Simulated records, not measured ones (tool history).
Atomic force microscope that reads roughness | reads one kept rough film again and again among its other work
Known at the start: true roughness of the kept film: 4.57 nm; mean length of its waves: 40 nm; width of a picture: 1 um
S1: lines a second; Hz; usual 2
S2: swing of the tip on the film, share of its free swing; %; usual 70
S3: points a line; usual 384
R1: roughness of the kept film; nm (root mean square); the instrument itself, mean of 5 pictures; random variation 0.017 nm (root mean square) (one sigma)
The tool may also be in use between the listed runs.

| run | hour | S1 | S2 | S3 | R1 |
|---|---|---|---|---|---|
| 1 | 0 | 2 | 70 | 384 | 4.016 |
| 2 | 25.6 | 2.11 | 70 | 384 | 4.039 |
| 3 | 44.4 | 2.11 | 70 | 384 | 4.039 |
| 4 | 67.5 | 2.11 | 70 | 384 | 4.006 |
| 5 | 84.7 | 2 | 61 | 384 | 4.141 |
| 6 | 112.1 | 2 | 70 | 384 | 4.031 |
| 7 | 142.2 | 3.15 | 70 | 384 | 3.916 |
|  | 148.7 | new tip fitted |
| 8 | 165.6 | 3.15 | 70 | 384 | 3.873 |
| 9 | 187.9 | 2 | 70 | 384 | 4.042 |
| 10 | 206.2 | 2 | 70 | 380 | 4.046 |
| 11 | 236.5 | 2 | 70 | 380 | 4.055 |

Forecast run 12:
| 12 | 259.6 | 2 | 70 | 380 | ? |

Run 12 gave R1 4.035 nm (root mean square).
Without the tool's hidden state the same run would have given R1 4.043 nm (root mean square).
